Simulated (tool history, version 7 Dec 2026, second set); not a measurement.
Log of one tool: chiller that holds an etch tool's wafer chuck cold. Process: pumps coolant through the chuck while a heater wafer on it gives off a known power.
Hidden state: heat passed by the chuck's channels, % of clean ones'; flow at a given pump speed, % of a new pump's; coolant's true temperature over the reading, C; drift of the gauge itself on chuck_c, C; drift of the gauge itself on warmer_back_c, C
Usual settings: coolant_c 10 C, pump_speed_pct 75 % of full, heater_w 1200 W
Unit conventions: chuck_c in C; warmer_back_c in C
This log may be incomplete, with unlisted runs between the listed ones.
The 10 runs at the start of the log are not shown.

| run | hour | coolant_c | pump_speed_pct | heater_w | hours since the coolant was changed and the channels were flushed | hours since the pump was overhauled | hours since the chiller's thermometer was calibrated | chuck_c | warmer_back_c |
|---|---|---|---|---|---|---|---|---|---|
| 11 | 1437.9 | 3 | 75 | 1200 | 146 | 5502 | 642 | 15.6 | 3.64 |
| 12 | 1554.8 | 8 | 75 | 1200 | 263 | 5619 | 759 | 20.6 | 3.67 |
| 13 | 1731.9 | 10 | 88 | 1200 | 440 | 5796 | 936 | 20.9 | 3.07 |
| 14 | 1846.5 | 10 | 88 | 1200 | 554 | 5910 | 1050 | 21.0 | 2.99 |
| 15 | 2052.2 | 10 | 75 | 1200 | 760 | 6116 | 1256 | 22.5 | 3.59 |
| 16 | 2155.2 | 10 | 75 | 1200 | 863 | 6219 | 1359 | 22.5 | 3.60 |
| 17 | 2298.6 | 17 | 75 | 1046 | 1006 | 6363 | 1502 | 27.9 | 3.10 |
| 18 | 2472.7 | 17 | 75 | 1046 | 1181 | 6537 | 1677 | 28.0 | 3.11 |
|  | 2501.6 | gauge calibrated |
| 19 | 2692.0 | 4 | 92 | 1243 | 1400 | 6756 | 1896 | 14.7 | 3.21 |
| 20 | 2837.3 | 4 | 89 | 1491 | 1545 | 6901 | 2041 | 17.4 | 3.95 |
| 21 | 2992.6 | 1 | 85 | 1131 | 1700 | 7057 | 2196 | 11.6 | 3.13 |
| 22 | 3197.0 | 10 | 61 | 1200 | 1905 | 7261 | 2401 | 25.3 | 4.66 |
| 23 | 3396.8 | 10 | 61 | 1200 | 2105 | 7461 | 2601 | 25.3 | 4.61 |
| 24 | 3556.9 | 11 | 82 | 787 | 2265 | 7621 | 2761 | 18.7 | 2.17 |
| 25 | 3736.1 | 11 | 82 | 1328 | 2444 | 7800 | 2940 | 23.8 | 3.70 |
| 26 | 3882.6 | 11 | 97 | 1367 | 2590 | 7947 | 3086 | 22.4 | 3.27 |
| 27 | 4031.4 | 11 | 97 | 1367 | 2739 | 8095 | 3235 | 22.5 | 3.16 |
| 28 | 4188.5 | 15 | 75 | 984 | 2896 | 8252 | 3392 | 25.3 | 2.99 |
| 29 | 4343.6 | 13 | 75 | 1720 | 3052 | 8408 | 3547 | 31.0 | 5.25 |
| 30 | 4509.3 | 10 | 92 | 904 | 3217 | 8573 | 3713 | 17.8 | 2.12 |
|  | 4703.0 | chiller's thermometer calibrated |
| 31 | 4730.7 | 10 | 76 | 708 | 3438 | 8794 | 28 | 17.5 | 1.99 |

Below are 3 alternative next runs, each starting from the tool's condition after run 31. Predict each:
| A | 4937.7 | 6 | 75 | 701 | 3645 | 9001 | 235 | ? | ? |
| B | 4937.7 | 10 | 76 | 935 | 3645 | 9001 | 235 | ? | ? |
| C | 4937.7 | 10 | 63 | 922 | 3645 | 9001 | 235 | ? | ? |

| run | chuck_c | warmer_back_c |
|---|---|---|
| A | 13.4 | 1.93 |
| B | 19.7 | 2.68 |
| C | 21.5 | 3.22 |
Without the tool's unlogged condition, the same runs would have read:
| run | chuck_c | warmer_back_c |
|---|---|---|
| A | 13.4 | 2.18 |
| B | 19.7 | 2.93 |
| C | 21.5 | 3.47 |
